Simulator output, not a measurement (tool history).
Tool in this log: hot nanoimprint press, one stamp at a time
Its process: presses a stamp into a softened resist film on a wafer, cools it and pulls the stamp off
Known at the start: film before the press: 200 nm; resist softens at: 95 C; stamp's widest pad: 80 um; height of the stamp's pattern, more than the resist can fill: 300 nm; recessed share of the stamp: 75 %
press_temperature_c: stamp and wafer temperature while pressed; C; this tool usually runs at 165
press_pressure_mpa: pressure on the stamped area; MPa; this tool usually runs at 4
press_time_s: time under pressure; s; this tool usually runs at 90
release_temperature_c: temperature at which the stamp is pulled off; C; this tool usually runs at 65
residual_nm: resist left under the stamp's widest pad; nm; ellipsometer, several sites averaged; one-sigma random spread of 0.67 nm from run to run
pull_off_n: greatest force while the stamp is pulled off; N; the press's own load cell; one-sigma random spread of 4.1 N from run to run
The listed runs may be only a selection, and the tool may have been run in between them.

run   hour  press_temperature_c  press_pressure_mpa  press_time_s  release_temperature_c  residual_nm  pull_off_n
  1      0                  165                   4            90                     65         75.4         239
  2   20.8                  165                   4            90                     65         75.8         258
      43.6  -- stamp cleaned and given a new release coat
  3   43.6                  165                   4            90                     65         74.6         200
  4     60                  165                   4            71                     65         80.6         205
  5     77                  165                   4            90                     65         76.2         214
  6   86.2                  165                3.21            90                     65         86.7         221
  7  100.4                  165                   4            90                     65         76.2         217
  8  119.3                  165                   4            90                     65           77         220
  9    133                  165                   4            90                     65         76.5         221
 10  144.2                  165                   4            90                     65         76.5         220
 11  166.4                  165                   4            90                     65         75.4         229
 12  188.5                  165                   4            90                     59         76.5         274
 13  201.9                  165                   4            90                     59         77.6         274
 14    214                  165                   4            90                     59           78         282
 15  235.8                  165                   4            90                     55         77.6         298

What does the tool deliver on the next run?
 16  258.4                  165                   4            90                     55            ?           ?

Run 16 yielded residual_nm 77 nm, pull_off_n 322 N.
On a tool with no hidden condition, and with the same random variation, this run would have come out at residual_nm 74.7 nm, pull_off_n 255 N.
